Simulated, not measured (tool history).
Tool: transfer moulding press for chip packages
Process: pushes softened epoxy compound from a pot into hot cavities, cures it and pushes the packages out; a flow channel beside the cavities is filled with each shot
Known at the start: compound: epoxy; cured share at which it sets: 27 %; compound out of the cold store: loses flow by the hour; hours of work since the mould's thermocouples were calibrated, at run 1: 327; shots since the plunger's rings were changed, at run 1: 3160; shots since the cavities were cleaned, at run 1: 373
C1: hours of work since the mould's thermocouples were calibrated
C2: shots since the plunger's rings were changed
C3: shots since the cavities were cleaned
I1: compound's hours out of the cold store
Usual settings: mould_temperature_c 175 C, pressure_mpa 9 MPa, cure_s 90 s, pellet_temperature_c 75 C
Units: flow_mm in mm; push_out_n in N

{"run": 1, "hour": 0.0, "mould_temperature_c": 175, "pressure_mpa": 9, "cure_s": 90, "pellet_temperature_c": 75, "C1": 327, "C2": 3160, "C3": 373, "I1": 25.7, "flow_mm": 719, "push_out_n": 738}
{"run": 2, "hour": 13.8, "mould_temperature_c": 175, "pressure_mpa": 9, "cure_s": 90, "pellet_temperature_c": 75, "C1": 335, "C2": 3320, "C3": 533, "I1": 14.8, "flow_mm": 755, "push_out_n": 835}
{"run": 3, "hour": 26.4, "mould_temperature_c": 175, "pressure_mpa": 9, "cure_s": 90, "pellet_temperature_c": 75, "C1": 343, "C2": 3466, "C3": 679, "I1": 12.9, "flow_mm": 767, "push_out_n": 885}
{"run": 4, "hour": 37.5, "mould_temperature_c": 175, "pressure_mpa": 10.84, "cure_s": 90, "pellet_temperature_c": 75, "C1": 349, "C2": 3595, "C3": 808, "I1": 39.9, "flow_mm": 735, "push_out_n": 844}
{"hour": 51.0, "done": "cavities cleaned with cleaning compound and waxed"}
{"run": 5, "hour": 54.6, "mould_temperature_c": 175, "pressure_mpa": 7.53, "cure_s": 90, "pellet_temperature_c": 75, "C1": 358, "C2": 3776, "C3": 42, "I1": 35.2, "flow_mm": 629, "push_out_n": 473}
{"run": 6, "hour": 68.4, "mould_temperature_c": 175, "pressure_mpa": 7.53, "cure_s": 90, "pellet_temperature_c": 75, "C1": 366, "C2": 3937, "C3": 203, "I1": 34.2, "flow_mm": 631, "push_out_n": 616}
{"run": 7, "hour": 81.6, "mould_temperature_c": 175, "pressure_mpa": 9.25, "cure_s": 90, "pellet_temperature_c": 75, "C1": 373, "C2": 4090, "C3": 356, "I1": 11.3, "flow_mm": 769, "push_out_n": 774}
{"run": 8, "hour": 94.4, "mould_temperature_c": 175, "pressure_mpa": 9.25, "cure_s": 90, "pellet_temperature_c": 75, "C1": 380, "C2": 4239, "C3": 505, "I1": 35.9, "flow_mm": 687, "push_out_n": 780}
{"run": 9, "hour": 107.2, "mould_temperature_c": 175, "pressure_mpa": 9, "cure_s": 90, "pellet_temperature_c": 77, "C1": 388, "C2": 4388, "C3": 654, "I1": 19.2, "flow_mm": 725, "push_out_n": 877}
{"run": 10, "hour": 120.3, "mould_temperature_c": 175, "pressure_mpa": 9, "cure_s": 90, "pellet_temperature_c": 75, "C1": 395, "C2": 4539, "C3": 805, "I1": 33.7, "flow_mm": 682, "push_out_n": 912}
{"hour": 134.0, "done": "cavities cleaned with cleaning compound and waxed"}
{"run": 11, "hour": 134.4, "mould_temperature_c": 175, "pressure_mpa": 9, "cure_s": 90, "pellet_temperature_c": 75, "C1": 402, "C2": 4685, "C3": 5, "I1": 46.1, "flow_mm": 639, "push_out_n": 419}
{"run": 12, "hour": 151.8, "mould_temperature_c": 175, "pressure_mpa": 9, "cure_s": 90, "pellet_temperature_c": 75, "C1": 412, "C2": 4888, "C3": 208, "I1": 38.5, "flow_mm": 669, "push_out_n": 638}
{"run": 13, "hour": 159.9, "mould_temperature_c": 175, "pressure_mpa": 9, "cure_s": 90, "pellet_temperature_c": 75, "C1": 417, "C2": 4982, "C3": 302, "I1": 24.2, "flow_mm": 705, "push_out_n": 713}
{"run": 14, "hour": 169.5, "mould_temperature_c": 175, "pressure_mpa": 9, "cure_s": 90, "pellet_temperature_c": 75, "C1": 422, "C2": 5093, "C3": 413, "I1": 22.4, "flow_mm": 716, "push_out_n": 773}
{"run": 15, "hour": 183.4, "mould_temperature_c": 175, "pressure_mpa": 9, "cure_s": 90, "pellet_temperature_c": 75, "C1": 430, "C2": 5255, "C3": 575, "I1": 42.3, "flow_mm": 652, "push_out_n": 816}
{"run": 16, "hour": 199.0, "mould_temperature_c": 175, "pressure_mpa": 9.5, "cure_s": 90, "pellet_temperature_c": 69, "C1": 439, "C2": 5436, "C3": 756, "I1": 28.3, "flow_mm": 709, "push_out_n": 891}
{"hour": 216.9, "done": "cavities cleaned with cleaning compound and waxed"}
{"run": 17, "hour": 219.9, "mould_temperature_c": 171, "pressure_mpa": 9, "cure_s": 120, "pellet_temperature_c": 75, "C1": 450, "C2": 5660, "C3": 34, "I1": 33.9, "flow_mm": 675, "push_out_n": 395}
{"run": 18, "hour": 236.8, "mould_temperature_c": 176, "pressure_mpa": 9.54, "cure_s": 96, "pellet_temperature_c": 76, "C1": 460, "C2": 5857, "C3": 231, "I1": 25.5, "flow_mm": 711, "push_out_n": 595}
{"run": 19, "hour": 248.5, "mould_temperature_c": 177, "pressure_mpa": 9.54, "cure_s": 96, "pellet_temperature_c": 75, "C1": 467, "C2": 5993, "C3": 367, "I1": 22.7, "flow_mm": 714, "push_out_n": 652}
{"run": 20, "hour": 265.0, "mould_temperature_c": 177, "pressure_mpa": 9.54, "cure_s": 96, "pellet_temperature_c": 75, "C1": 476, "C2": 6185, "C3": 559, "I1": 26.8, "flow_mm": 703, "push_out_n": 697}
{"run": 21, "hour": 283.0, "mould_temperature_c": 170, "pressure_mpa": 10.04, "cure_s": 76, "pellet_temperature_c": 82, "C1": 486, "C2": 6394, "C3": 768, "I1": 47.1, "flow_mm": 666, "push_out_n": 1549}
{"hour": 286.5, "done": "plunger's sealing rings changed"}
{"run": 22, "hour": 299.3, "mould_temperature_c": 173, "pressure_mpa": 10.04, "cure_s": 84, "pellet_temperature_c": 83, "C1": 494, "C2": 149, "C3": 928, "I1": 22.6, "flow_mm": 820, "push_out_n": 1162}
{"hour": 301.9, "done": "cavities cleaned with cleaning compound and waxed"}
{"run": 23, "hour": 312.4, "mould_temperature_c": 170, "pressure_mpa": 9.59, "cure_s": 90, "pellet_temperature_c": 65, "C1": 501, "C2": 284, "C3": 123, "I1": 10, "flow_mm": 850, "push_out_n": 805}
{"run": 24, "hour": 328.5, "mould_temperature_c": 175, "pressure_mpa": 9, "cure_s": 90, "pellet_temperature_c": 84, "C1": 510, "C2": 470, "C3": 309, "I1": 34.9, "flow_mm": 725, "push_out_n": 713}
{"run": 25, "hour": 340.3, "mould_temperature_c": 175, "pressure_mpa": 9, "cure_s": 90, "pellet_temperature_c": 84, "C1": 517, "C2": 607, "C3": 446, "I1": 24.8, "flow_mm": 762, "push_out_n": 791}
{"run": 26, "hour": 358.9, "mould_temperature_c": 171, "pressure_mpa": 10.37, "cure_s": 123, "pellet_temperature_c": 84, "C1": 527, "C2": 823, "C3": 662, "I1": 43.5, "flow_mm": 755, "push_out_n": 723}
{"run": 27, "hour": 376.9, "mould_temperature_c": 171, "pressure_mpa": 10.37, "cure_s": 123, "pellet_temperature_c": 84, "C1": 537, "C2": 1032, "C3": 871, "I1": 23.4, "flow_mm": 821, "push_out_n": 766}

Forecast run 28:
{"hour": 384.6, "done": "cavities cleaned with cleaning compound and waxed"}
{"run": 28, "hour": 391.3, "mould_temperature_c": 179, "pressure_mpa": 9, "cure_s": 90, "pellet_temperature_c": 75, "C1": 545, "C2": 1183, "C3": 78, "I1": 36.3, "flow_mm": "?", "push_out_n": "?"}

Run 28 gave flow_mm 707 mm, push_out_n 446 N.
Without the tool's hidden state the same run would have given flow_mm 718 mm, push_out_n 359 N.

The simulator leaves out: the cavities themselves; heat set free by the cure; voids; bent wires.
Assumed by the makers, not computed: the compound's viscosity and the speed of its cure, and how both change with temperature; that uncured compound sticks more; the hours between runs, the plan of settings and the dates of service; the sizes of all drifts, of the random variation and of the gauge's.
